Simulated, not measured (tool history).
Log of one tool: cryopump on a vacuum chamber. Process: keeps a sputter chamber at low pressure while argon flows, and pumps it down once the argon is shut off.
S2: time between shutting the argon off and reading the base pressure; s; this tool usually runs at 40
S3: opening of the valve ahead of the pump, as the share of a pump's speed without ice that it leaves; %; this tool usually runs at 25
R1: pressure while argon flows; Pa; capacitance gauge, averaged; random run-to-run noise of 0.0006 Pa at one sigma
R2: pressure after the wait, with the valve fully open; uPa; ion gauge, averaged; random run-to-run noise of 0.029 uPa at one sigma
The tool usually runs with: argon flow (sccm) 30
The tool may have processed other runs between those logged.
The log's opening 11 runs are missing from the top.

run 12 hour=816.9 | argon_flow_(sccm)=30 S2=40 S3=25 | R1=0.0851 R2=1.87
run 13 hour=881.6 | argon_flow_(sccm)=30 S2=40 S3=25 | R1=0.0828 R2=1.84
run 14 hour=937.7 | argon_flow_(sccm)=30 S2=40 S3=35 | R1=0.0601 R2=1.88
run 15 hour=1039.8 | argon_flow_(sccm)=30 S2=40 S3=35 | R1=0.0616 R2=1.95
run 16 hour=1138.7 | argon_flow_(sccm)=30 S2=40 S3=25 | R1=0.0836 R2=2.04
run 17 hour=1197.4 | argon_flow_(sccm)=30 S2=40 S3=25 | R1=0.0844 R2=2.06
run 18 hour=1292.9 | argon_flow_(sccm)=20 S2=143 S3=40 | R1=0.0366 R2=1.16
run 19 hour=1365.1 | argon_flow_(sccm)=22 S2=39 S3=52 | R1=0.0303 R2=2.18
run 20 hour=1438.4 | argon_flow_(sccm)=22 S2=39 S3=52 | R1=0.0318 R2=2.26
run 21 hour=1536.1 | argon_flow_(sccm)=22 S2=39 S3=52 | R1=0.0312 R2=2.24
-- hour=1584.5 pump warmed up, emptied and cooled again
run 22 hour=1636.5 | argon_flow_(sccm)=25 S2=40 S3=16 | R1=0.1067 R2=2.16
run 23 hour=1727.8 | argon_flow_(sccm)=25 S2=40 S3=16 | R1=0.1068 R2=2.18
run 24 hour=1776.2 | argon_flow_(sccm)=42 S2=24 S3=43 | R1=0.0687 R2=3.08
run 25 hour=1841.7 | argon_flow_(sccm)=53 S2=186 S3=22 | R1=0.1661 R2=1.34
run 26 hour=1910.9 | argon_flow_(sccm)=53 S2=186 S3=22 | R1=0.1662 R2=1.34
run 27 hour=2012.3 | argon_flow_(sccm)=53 S2=186 S3=22 | R1=0.1659 R2=1.42
run 28 hour=2115.0 | argon_flow_(sccm)=46 S2=30 S3=27 | R1=0.1192 R2=2.89
run 29 hour=2208.0 | argon_flow_(sccm)=46 S2=35 S3=36 | R1=0.0909 R2=2.67
run 30 hour=2275.4 | argon_flow_(sccm)=35 S2=35 S3=36 | R1=0.0680 R2=2.68
run 31 hour=2369.6 | argon_flow_(sccm)=35 S2=35 S3=36 | R1=0.0693 R2=2.77
run 32 hour=2468.2 | argon_flow_(sccm)=35 S2=49 S3=15 | R1=0.1622 R2=2.40
run 33 hour=2523.0 | argon_flow_(sccm)=18 S2=197 S3=16 | R1=0.0779 R2=1.71
run 34 hour=2586.8 | argon_flow_(sccm)=39 S2=197 S3=60 | R1=0.0471 R2=1.76

What if the next run were any one of these 4? Each begins from the tool's condition after run 34:
run A hour=2697.2 | argon_flow_(sccm)=39 S2=227 S3=47 | R1=? R2=?
run B hour=2697.2 | argon_flow_(sccm)=28 S2=40 S3=19 | R1=? R2=?
run C hour=2697.2 | argon_flow_(sccm)=39 S2=37 S3=55 | R1=? R2=?
run D hour=2697.2 | argon_flow_(sccm)=30 S2=44 S3=25 | R1=? R2=?

run=A R1=0.0602 R2=1.82
run=B R1=0.1021 R2=2.83
run=C R1=0.0516 R2=2.94
run=D R1=0.0837 R2=2.73
With no hidden state in the tool, these same runs would have given:
run=A R1=0.0569 R2=0.37
run=B R1=0.0998 R2=1.39
run=C R1=0.0484 R2=1.48
run=D R1=0.0812 R2=1.26
